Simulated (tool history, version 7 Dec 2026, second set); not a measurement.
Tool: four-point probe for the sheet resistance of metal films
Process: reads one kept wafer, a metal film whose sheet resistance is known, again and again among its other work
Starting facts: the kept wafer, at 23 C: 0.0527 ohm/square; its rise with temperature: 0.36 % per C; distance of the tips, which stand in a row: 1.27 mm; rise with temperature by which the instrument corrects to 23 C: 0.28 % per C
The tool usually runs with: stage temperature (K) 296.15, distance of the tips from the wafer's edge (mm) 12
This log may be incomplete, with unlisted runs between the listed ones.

run	hour	stage temperature (K)	distance of the tips from the wafer's edge (mm)	sheet resistance as the instrument gives it (ohm/square)
1	0	296.15	12	0.052786
2	100.9	296.15	12	0.05277
3	182.5	296.15	12	0.052742
4	255.5	296.15	12	0.05271
5	384.3	296.15	12	0.052698
6	501.3	293.15	12	0.052546
# hour 547.5: new probe head fitted
7	580.9	293.15	12	0.053106
8	717.9	296.15	12	0.053182
9	821.6	296.15	12	0.053167
10	946.8	296.15	12	0.053162
11	1031	296.15	12	0.053145
12	1117	304.15	63	0.053151
# hour 1141.1: stage's thermometer calibrated
13	1192.2	304.15	63	0.053232
14	1305.8	291.15	49	0.052665
15	1439	303.15	10	0.053574
16	1500	302.15	6	0.054313
17	1641.8	302.15	6	0.054285
18	1763.8	292.15	4	0.055267

Subtracting, for every run, the result it would have given without the tool's unlogged condition from the measured result gives the following. The same run-to-run variation enters both numbers; the gauge's scatter may not:
Hidden state at play: inner tips' distance over the nominal, %; tips' flats over new ones', %; wafer's true temperature over the reading, C; drift of the gauge itself on sheet_ohm, %.
run	sheet resistance as the instrument gives it (ohm/square)
1	-0.000236
2	-0.000257
3	-0.000275
4	-0.000289
5	-0.000316
6	-0.000341
7	+0.000203
8	+0.000176
9	+0.000155
10	+0.000131
11	+0.000115
12	+0.000099
13	+0.000169
14	+0.000146
15	+0.00012
16	+0.000109
17	+0.000079
18	+0.000055

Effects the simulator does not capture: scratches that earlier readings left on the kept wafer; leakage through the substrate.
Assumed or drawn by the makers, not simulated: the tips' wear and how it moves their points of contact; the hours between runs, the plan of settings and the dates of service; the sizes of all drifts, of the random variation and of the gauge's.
